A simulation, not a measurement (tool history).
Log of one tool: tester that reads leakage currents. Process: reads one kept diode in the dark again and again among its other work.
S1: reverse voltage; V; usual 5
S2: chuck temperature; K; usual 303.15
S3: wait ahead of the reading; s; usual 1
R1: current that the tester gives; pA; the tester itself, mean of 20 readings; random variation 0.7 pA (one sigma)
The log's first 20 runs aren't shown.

run,hour,S1,S2,S3,R1
21,2114.5,5,322.15,9.75,1226.54
22,2191.9,5,322.15,9.75,1237.57
23,2275.5,5,322.15,9.75,1240.44
24,2329.6,2.99,305.15,1,216.44
25,2414.5,5,313.15,1,592.65
26,2530.5,5,313.15,1,597.57
27,2626.8,1.69,331.15,0.34,1391.3
28,2740.7,1.69,331.15,0.34,1394.45
29,2827.9,2.2,310.15,0.34,290.54
30,2891.9,17.32,310.15,2.13,974.82
31,2968.2,17.32,310.15,2.13,969.88
32,3030.3,3.75,307.15,2.56,307.39
33,3143.8,7.38,307.15,2.56,463.24
34,3220,7.38,315.15,5.1,912.8
# hour 3309.9: probe card cleaned and baked
35,3327.8,3.18,321.15,3.85,927.52
36,3394.3,3.18,300.15,4.07,146.28
37,3461.2,1.1,328.15,0.92,888.52
38,3531.6,9.37,328.15,0.92,3057.38

Forecast each of these 4 alternatives for the next run:
A,3639.9,5,305.15,1,?
B,3639.9,1.65,307.15,6.19,?
C,3639.9,9.37,293.15,7.29,?
D,3639.9,14.1,320.15,1,?

run,R1
A,308.71
B,194.01
C,144.49
D,2045.31
Without the tool's hidden state the same runs would have given:
run,R1
A,278.48
B,175.55
C,127.44
D,1864.53
